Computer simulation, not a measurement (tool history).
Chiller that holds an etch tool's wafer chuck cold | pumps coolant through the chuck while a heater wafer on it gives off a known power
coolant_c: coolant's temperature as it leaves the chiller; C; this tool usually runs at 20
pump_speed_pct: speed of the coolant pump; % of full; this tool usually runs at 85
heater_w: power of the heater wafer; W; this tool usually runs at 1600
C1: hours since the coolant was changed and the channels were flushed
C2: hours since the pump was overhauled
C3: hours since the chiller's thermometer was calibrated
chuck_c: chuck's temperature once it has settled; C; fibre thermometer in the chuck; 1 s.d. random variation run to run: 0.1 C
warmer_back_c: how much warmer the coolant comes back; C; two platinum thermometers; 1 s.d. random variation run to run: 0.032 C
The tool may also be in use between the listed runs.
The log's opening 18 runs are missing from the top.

Run 19, hour 959.4: usual settings but coolant_c 29 C, pump_speed_pct 97 % of full, heater_w 828 W; C1 2985; C2 339; C3 2154. Result: chuck_c 37.9 C, warmer_back_c 1.56 C.
Run 20, hour 1016.8: usual settings but coolant_c 29 C, pump_speed_pct 97 % of full, heater_w 828 W; C1 3042; C2 397; C3 2211. Result: chuck_c 37.9 C, warmer_back_c 1.55 C.
Run 21, hour 1049.9: usual settings but coolant_c 29 C, pump_speed_pct 97 % of full, heater_w 828 W; C1 3075; C2 430; C3 2244. Result: chuck_c 37.8 C, warmer_back_c 1.54 C.
Run 22, hour 1111: usual settings but coolant_c 11 C, pump_speed_pct 98 % of full, heater_w 828 W; C1 3136; C2 491; C3 2306. Result: chuck_c 19.8 C, warmer_back_c 1.58 C.
Run 23, hour 1182.9: usual settings but coolant_c 14 C, pump_speed_pct 98 % of full, heater_w 2028 W; C1 3208; C2 563; C3 2377. Result: chuck_c 35 C, warmer_back_c 3.81 C.
Run 24, hour 1226.8: usual settings but coolant_c 14 C, pump_speed_pct 98 % of full, heater_w 2028 W; C1 3252; C2 607; C3 2421. Result: chuck_c 34.9 C, warmer_back_c 3.74 C.
Run 25, hour 1270.8: usual settings but coolant_c 25 C, pump_speed_pct 90 % of full, heater_w 2146 W; C1 3296; C2 651; C3 2465. Result: chuck_c 49 C, warmer_back_c 4.43 C.
Run 26, hour 1320.8: usual settings but coolant_c 22 C, pump_speed_pct 94 % of full, heater_w 1340 W; C1 3346; C2 701; C3 2515. Result: chuck_c 36.6 C, warmer_back_c 2.66 C.
Run 27, hour 1390.7: usual settings but coolant_c 22 C, pump_speed_pct 94 % of full, heater_w 1340 W; C1 3416; C2 771; C3 2585. Result: chuck_c 36.5 C, warmer_back_c 2.61 C.
Run 28, hour 1464.3: usual settings but pump_speed_pct 83 % of full, heater_w 1041 W; C1 3490; C2 844; C3 2659. Result: chuck_c 32.8 C, warmer_back_c 2.35 C.
Run 29, hour 1535.6: usual settings but coolant_c 27 C, pump_speed_pct 66 % of full, heater_w 1620 W; C1 3561; C2 915; C3 2730. Result: chuck_c 51.2 C, warmer_back_c 4.68 C.
Run 30, hour 1584.7: usual settings but coolant_c 27 C, pump_speed_pct 98 % of full, heater_w 2158 W; C1 3610; C2 965; C3 2779. Result: chuck_c 49.6 C, warmer_back_c 4.1 C.
Run 31, hour 1626.8: usual settings but coolant_c 27 C, pump_speed_pct 98 % of full, heater_w 2158 W; C1 3652; C2 1007; C3 2821. Result: chuck_c 49.6 C, warmer_back_c 4.08 C.

Consider 3 possible next runs. They are alternatives, not a sequence: every one starts from the tool as it was left by run 31. What does each give?
Run A, hour 1690.7: usual settings but coolant_c 21 C; C1 3716; C2 1071; C3 2885. Result: chuck_c ?, warmer_back_c ?.
Run B, hour 1690.7: usual settings but coolant_c 27 C, pump_speed_pct 98 % of full, heater_w 844 W; C1 3716; C2 1071; C3 2885. Result: chuck_c ?, warmer_back_c ?.
Run C, hour 1690.7: usual settings but coolant_c 12 C, pump_speed_pct 73 % of full; C1 3716; C2 1071; C3 2885. Result: chuck_c ?, warmer_back_c ?.

run  chuck_c  warmer_back_c
  A     40.4           3.57
  B     36.1           1.65
  C     33.9           4.16
Without the tool's unlogged condition, the same runs would have read:
run  chuck_c  warmer_back_c
  A     38.3           3.47
  B     34.9            1.6
  C     31.5           4.05

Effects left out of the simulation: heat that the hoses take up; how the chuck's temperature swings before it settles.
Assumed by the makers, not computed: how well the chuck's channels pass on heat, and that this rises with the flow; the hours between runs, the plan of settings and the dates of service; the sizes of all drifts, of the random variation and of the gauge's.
